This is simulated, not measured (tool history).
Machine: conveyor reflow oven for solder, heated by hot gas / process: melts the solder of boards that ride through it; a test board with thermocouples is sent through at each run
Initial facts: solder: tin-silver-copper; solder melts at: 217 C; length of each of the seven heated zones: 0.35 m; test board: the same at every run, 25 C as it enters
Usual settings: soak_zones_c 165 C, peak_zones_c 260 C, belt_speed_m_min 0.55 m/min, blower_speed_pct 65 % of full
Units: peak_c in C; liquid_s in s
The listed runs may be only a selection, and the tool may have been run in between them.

run   hour  soak_zones_c  peak_zones_c  belt_speed_m_min  blower_speed_pct  peak_c  liquid_s
  1      0           165           260              0.55                65   239.1      41.7
  2   17.2           162           260              0.55                65   238.5      40.4
  3   40.2           162           260              0.55                65     238      39.3
  4     60           162           260              0.55                65   238.1        39
  5   82.5           165           260              0.55                75   240.9      44.3
  6   97.9           165           260              0.55                75     241      44.1
  7  119.8           160           260              0.55                75     240      41.3
     129.5  -- flux residue cleaned out of gas plates and filters
  8  139.9           160           260              0.55                75   242.7      44.6
  9    161           160           260              0.55                75   241.9      44.5
 10  175.5           160           260              0.55                75   241.8      44.2
 11  191.1           160           260              0.55                75   241.5      43.9
 12  213.6           160           260              0.55                75   241.7      44.2
 13  231.7           160           260              0.55                75   241.2      43.9
 14  246.2           165           274             0.649                65   244.5      38.3
 15  268.5           152           270             0.472                65     251      58.6
 16  284.1           156           258             0.455                88   246.7      61.1
 17  306.7           156           258             0.455                88   246.9        61
 18  321.6           177           258             0.455                51   241.8      59.8
 19    338           163           271             0.606                51   237.7      33.7
     344.8  -- thermocouples of zones 6 and 7 changed
 20  363.9           152           256             0.606                51   224.2        13
 21    376           152           256             0.606                51   223.9      12.7
 22  400.3           157           260              0.55                85   242.5      44.3
 23  418.8           156           272              0.55                65   247.4      46.3
 24  431.3           165           250             0.475                65   235.4      45.4

5 ways to go on from here, each from the tool as it stands after run 24. What would each give?
     445.5  -- flux residue cleaned out of gas plates and filters
  A  459.7           174           260              0.55                65       ?         ?
     445.5  -- flux residue cleaned out of gas plates and filters
  B  459.7           165           250             0.656                65       ?         ?
     445.5  -- flux residue cleaned out of gas plates and filters
  C  459.7           165           260             0.527                65       ?         ?
     445.5  -- flux residue cleaned out of gas plates and filters
  D  459.7           176           250             0.557                89       ?         ?
     445.5  -- flux residue cleaned out of gas plates and filters
  E  459.7           165           260              0.55                50       ?         ?

run  peak_c  liquid_s
  A   242.9      49.6
  B   226.8      19.1
  C   242.7      47.9
  D     239      48.6
  E   236.5      36.6
With the hidden condition removed and each run's random variation left untouched, the same runs would have given:
run  peak_c  liquid_s
  A   242.6      48.6
  B   226.5      18.4
  C   242.4      46.9
  D   238.8      47.8
  E   236.1      35.6

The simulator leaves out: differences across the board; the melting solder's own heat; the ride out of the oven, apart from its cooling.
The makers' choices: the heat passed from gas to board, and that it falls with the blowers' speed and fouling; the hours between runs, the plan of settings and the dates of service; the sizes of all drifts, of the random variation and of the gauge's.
